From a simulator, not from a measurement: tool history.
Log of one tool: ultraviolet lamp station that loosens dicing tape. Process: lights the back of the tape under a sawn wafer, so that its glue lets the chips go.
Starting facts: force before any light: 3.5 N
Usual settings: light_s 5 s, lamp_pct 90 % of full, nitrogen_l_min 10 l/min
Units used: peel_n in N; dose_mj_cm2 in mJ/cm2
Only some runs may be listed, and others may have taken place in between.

run 1 hour=0 | light_s=5 lamp_pct=90 nitrogen_l_min=10 | peel_n=0.253 dose_mj_cm2=389
run 2 hour=26.2 | light_s=5 lamp_pct=90 nitrogen_l_min=10 | peel_n=0.241 dose_mj_cm2=389
run 3 hour=75.1 | light_s=5 lamp_pct=90 nitrogen_l_min=10 | peel_n=0.248 dose_mj_cm2=385
run 4 hour=127.4 | light_s=5 lamp_pct=90 nitrogen_l_min=12 | peel_n=0.233 dose_mj_cm2=380
run 5 hour=162.1 | light_s=5 lamp_pct=90 nitrogen_l_min=12 | peel_n=0.238 dose_mj_cm2=379
run 6 hour=203.2 | light_s=5 lamp_pct=90 nitrogen_l_min=12 | peel_n=0.253 dose_mj_cm2=377
run 7 hour=239.6 | light_s=5 lamp_pct=90 nitrogen_l_min=12 | peel_n=0.251 dose_mj_cm2=372
run 8 hour=277.7 | light_s=3 lamp_pct=90 nitrogen_l_min=10 | peel_n=0.583 dose_mj_cm2=221
run 9 hour=332.5 | light_s=3 lamp_pct=90 nitrogen_l_min=10 | peel_n=0.606 dose_mj_cm2=220

Run 10 has not been measured yet. What should we expect?
run 10 hour=385.6 | light_s=3 lamp_pct=90 nitrogen_l_min=10 | peel_n=? dose_mj_cm2=?

{"run 10": {"peel_n": 0.624, "dose_mj_cm2": 219}}
Minus the tool's unlogged condition, the same run would have read peel_n 0.51 N, dose_mj_cm2 250 mJ/cm2.
